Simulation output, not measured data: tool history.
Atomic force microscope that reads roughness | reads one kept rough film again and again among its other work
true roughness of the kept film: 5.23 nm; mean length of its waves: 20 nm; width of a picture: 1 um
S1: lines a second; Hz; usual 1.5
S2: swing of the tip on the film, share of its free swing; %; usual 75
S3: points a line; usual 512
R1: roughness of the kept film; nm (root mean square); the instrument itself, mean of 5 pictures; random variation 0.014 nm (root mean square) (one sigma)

| run | day | S1 | S2 | S3 | R1 |
|---|---|---|---|---|---|
| 1 | 0 | 1.5 | 75 | 512 | 3.231 |
| 2 | 1.304 | 1.5 | 75 | 512 | 3.128 |
| 3 | 2.533 | 1.5 | 75 | 512 | 3.005 |
| 4 | 4.479 | 1.5 | 75 | 512 | 2.848 |
| 5 | 6.221 | 1.5 | 75 | 512 | 2.769 |
| 6 | 7.758 | 3.03 | 75 | 512 | 2.408 |
| 7 | 8.612 | 1.5 | 75 | 344 | 2.588 |
|  | 9.138 | new tip fitted |
| 8 | 10.596 | 1.5 | 75 | 344 | 3.203 |
| 9 | 12.562 | 1.5 | 69 | 512 | 3.174 |
| 10 | 13.625 | 1.5 | 69 | 512 | 3.051 |
| 11 | 15.35 | 1.5 | 69 | 512 | 2.937 |
| 12 | 16.988 | 0.94 | 75 | 512 | 2.839 |
| 13 | 18.954 | 0.94 | 75 | 512 | 2.731 |
| 14 | 20.108 | 0.94 | 60 | 968 | 2.772 |
|  | 20.612 | new tip fitted |
| 15 | 21.796 | 2.07 | 69 | 288 | 3.2 |
| 16 | 23.188 | 1.04 | 65 | 557 | 3.339 |
| 17 | 24.838 | 1.5 | 66 | 433 | 3.133 |
| 18 | 26.042 | 3.3 | 66 | 371 | 2.799 |
| 19 | 27.15 | 0.53 | 73 | 512 | 3.06 |
| 20 | 28.717 | 0.53 | 73 | 380 | 2.926 |
| 21 | 29.721 | 3.12 | 61 | 512 | 2.723 |

The next listed run, before its measurement:
| 22 | 30.9 | 2.47 | 81 | 422 | ? |

{"run 22": {"R1": 2.317}}
Without the tool's hidden state the same run would have given R1 3.024 nm (root mean square).
